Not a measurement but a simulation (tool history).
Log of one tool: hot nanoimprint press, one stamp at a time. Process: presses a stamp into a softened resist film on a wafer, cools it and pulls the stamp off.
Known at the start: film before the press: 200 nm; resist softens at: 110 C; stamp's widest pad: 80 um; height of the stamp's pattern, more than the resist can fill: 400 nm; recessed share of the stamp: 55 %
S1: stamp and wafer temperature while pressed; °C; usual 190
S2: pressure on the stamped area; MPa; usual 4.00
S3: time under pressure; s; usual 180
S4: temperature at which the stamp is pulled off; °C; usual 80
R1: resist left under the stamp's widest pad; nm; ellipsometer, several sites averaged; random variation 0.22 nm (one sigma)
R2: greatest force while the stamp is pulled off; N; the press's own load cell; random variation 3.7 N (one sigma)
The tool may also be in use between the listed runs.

{"run": 1, "hour": 0.0, "S1": 190, "S2": 4.0, "S3": 180, "S4": 80, "R1": 72.7, "R2": 195}
{"run": 2, "hour": 32.4, "S1": 190, "S2": 4.0, "S3": 180, "S4": 80, "R1": 72.9, "R2": 199}
{"run": 3, "hour": 60.3, "S1": 190, "S2": 4.0, "S3": 180, "S4": 81, "R1": 72.7, "R2": 207}
{"run": 4, "hour": 109.4, "S1": 190, "S2": 4.0, "S3": 180, "S4": 81, "R1": 72.4, "R2": 207}
{"run": 5, "hour": 158.8, "S1": 190, "S2": 4.0, "S3": 180, "S4": 81, "R1": 72.5, "R2": 214}
{"hour": 198.7, "done": "stamp cleaned and given a new release coat"}
{"run": 6, "hour": 209.7, "S1": 190, "S2": 3.45, "S3": 180, "S4": 81, "R1": 77.1, "R2": 174}
{"run": 7, "hour": 248.8, "S1": 190, "S2": 4.0, "S3": 180, "S4": 80, "R1": 72.1, "R2": 184}
{"run": 8, "hour": 285.6, "S1": 190, "S2": 4.0, "S3": 131, "S4": 80, "R1": 82.7, "R2": 186}
{"run": 9, "hour": 334.3, "S1": 190, "S2": 4.0, "S3": 131, "S4": 80, "R1": 82.7, "R2": 195}
{"run": 10, "hour": 362.7, "S1": 190, "S2": 4.0, "S3": 131, "S4": 80, "R1": 82.1, "R2": 193}
{"run": 11, "hour": 395.9, "S1": 190, "S2": 4.0, "S3": 131, "S4": 80, "R1": 82.0, "R2": 201}
{"run": 12, "hour": 449.0, "S1": 190, "S2": 4.0, "S3": 131, "S4": 80, "R1": 82.0, "R2": 201}
{"run": 13, "hour": 477.9, "S1": 193, "S2": 3.62, "S3": 222, "S4": 79, "R1": 62.1, "R2": 214}
{"run": 14, "hour": 528.8, "S1": 201, "S2": 3.95, "S3": 320, "S4": 80, "R1": 39.7, "R2": 212}
{"hour": 570.5, "done": "stamp cleaned and given a new release coat"}
{"run": 15, "hour": 591.5, "S1": 201, "S2": 3.95, "S3": 320, "S4": 80, "R1": 39.3, "R2": 175}
{"run": 16, "hour": 625.0, "S1": 201, "S2": 3.95, "S3": 320, "S4": 80, "R1": 39.1, "R2": 174}
{"run": 17, "hour": 659.8, "S1": 186, "S2": 5.73, "S3": 180, "S4": 67, "R1": 69.4, "R2": 231}
{"run": 18, "hour": 685.2, "S1": 198, "S2": 2.69, "S3": 180, "S4": 67, "R1": 66.5, "R2": 239}
{"run": 19, "hour": 718.4, "S1": 198, "S2": 4.78, "S3": 179, "S4": 74, "R1": 51.8, "R2": 220}
{"hour": 741.2, "done": "press's hydraulic seals changed and the load cell set to zero"}
{"hour": 753.9, "done": "plate thermocouple calibrated"}
{"run": 20, "hour": 786.8, "S1": 180, "S2": 4.78, "S3": 179, "S4": 74, "R1": 91.6, "R2": 234}
{"run": 21, "hour": 844.5, "S1": 180, "S2": 4.78, "S3": 179, "S4": 74, "R1": 91.6, "R2": 228}

Forecast each of these 4 alternatives for the next run:
{"run": "A", "hour": 886.3, "S1": 180, "S2": 4.78, "S3": 119, "S4": 81, "R1": "?", "R2": "?"}
{"run": "B", "hour": 886.3, "S1": 195, "S2": 4.78, "S3": 304, "S4": 74, "R1": "?", "R2": "?"}
{"run": "C", "hour": 886.3, "S1": 190, "S2": 4.0, "S3": 123, "S4": 85, "R1": "?", "R2": "?"}
{"run": "D", "hour": 886.3, "S1": 190, "S2": 4.0, "S3": 180, "S4": 82, "R1": "?", "R2": "?"}

run=A R1=106.2 R2=208
run=B R1=44.5 R2=238
run=C R1=83.9 R2=191
run=D R1=72.1 R2=205
Without the tool's hidden state the same runs would have given:
run=A R1=108.5 R2=171
run=B R1=45.5 R2=195
run=C R1=85.8 R2=157
run=D R1=73.8 R2=169
